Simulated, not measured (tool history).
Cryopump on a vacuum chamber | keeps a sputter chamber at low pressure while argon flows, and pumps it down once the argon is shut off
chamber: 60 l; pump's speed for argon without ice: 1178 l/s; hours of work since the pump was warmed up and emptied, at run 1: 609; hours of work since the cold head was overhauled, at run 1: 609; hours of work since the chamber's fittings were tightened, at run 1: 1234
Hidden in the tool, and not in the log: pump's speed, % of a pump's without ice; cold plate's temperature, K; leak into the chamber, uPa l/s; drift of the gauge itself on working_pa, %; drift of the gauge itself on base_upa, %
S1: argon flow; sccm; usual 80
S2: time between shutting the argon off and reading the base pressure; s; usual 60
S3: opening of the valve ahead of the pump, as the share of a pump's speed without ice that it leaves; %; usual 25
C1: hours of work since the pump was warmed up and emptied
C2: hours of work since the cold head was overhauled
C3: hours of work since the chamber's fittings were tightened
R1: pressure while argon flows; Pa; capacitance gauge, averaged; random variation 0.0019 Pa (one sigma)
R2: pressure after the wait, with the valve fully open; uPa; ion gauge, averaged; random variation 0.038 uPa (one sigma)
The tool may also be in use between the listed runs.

run,hour,S1,S2,S3,C1,C2,C3,R1,R2
1,0,80,60,25,609,609,1234,0.4818,2.26
2,23.2,80,60,25,625,625,1251,0.4836,2.31
3,35,80,60,25,634,634,1259,0.4856,2.3
4,53.9,80,60,25,648,648,1273,0.4781,2.38
5,69.1,80,60,25,659,659,1284,0.4844,2.34
6,95.5,80,60,25,678,678,1303,0.4788,2.34
7,118.5,60,60,25,694,694,1320,0.3614,2.32
8,140.8,80,60,25,711,711,1336,0.4855,2.33
9,154.7,80,60,25,721,721,1346,0.4852,2.3
# hour 168.3: pump warmed up, emptied and cooled again
10,187.9,80,60,25,14,741,1366,0.4631,2.24
11,216.8,80,60,46,35,762,1387,0.2515,2.19
12,240,80,60,46,52,779,1404,0.2531,2.3
13,265.4,80,60,46,70,797,1423,0.2546,2.36
14,285.1,80,60,46,85,812,1437,0.2533,2.28
15,308.3,80,60,46,101,828,1454,0.2538,2.24
16,326,80,60,46,114,841,1466,0.2554,2.23
17,342.3,80,60,46,126,853,1478,0.2551,2.37
18,358.2,80,60,46,138,865,1490,0.2594,2.25
19,377.6,140,71,22,152,879,1504,0.9223,2.06
20,389.9,49,32,17,161,888,1513,0.4186,3.97
21,412.3,49,32,17,177,904,1529,0.4172,3.89
22,434.6,80,60,19,193,920,1545,0.618,2.26
23,458.4,80,60,19,210,937,1562,0.6122,2.26
24,477.6,38,35,19,224,951,1576,0.2923,3.71
25,505.5,145,35,19,244,971,1597,1.1197,3.61
26,522.2,107,39,52,257,984,1609,0.3073,3.26
27,547.7,107,39,52,275,1002,1627,0.3081,3.34
28,561.6,107,39,52,285,1012,1637,0.3079,3.29
29,580.1,80,103,25,299,1026,1651,0.4718,1.54
30,600.5,108,260,25,313,1040,1665,0.6401,0.93
31,624.2,34,49,28,331,1057,1683,0.1786,2.76
32,650,43,60,25,349,1076,1701,0.2546,2.24
33,677.7,52,95,17,369,1096,1721,0.4469,1.6

Hidden state at the last listed run before each entry between runs and at the first one after, where it differs:
Between runs 9 and 10: pump warmed up, emptied and cooled again (hour 168.3)
  pump's speed, % of a pump's without ice: 82.7 -> 99; cold plate's temperature, K: 12.61 -> 12.62; leak into the chamber, uPa l/s: 443 -> 445
  measured less the result without the state, R1: +0.0257 -> +0.0027 Pa; R2: +0.2 -> +0.13 uPa
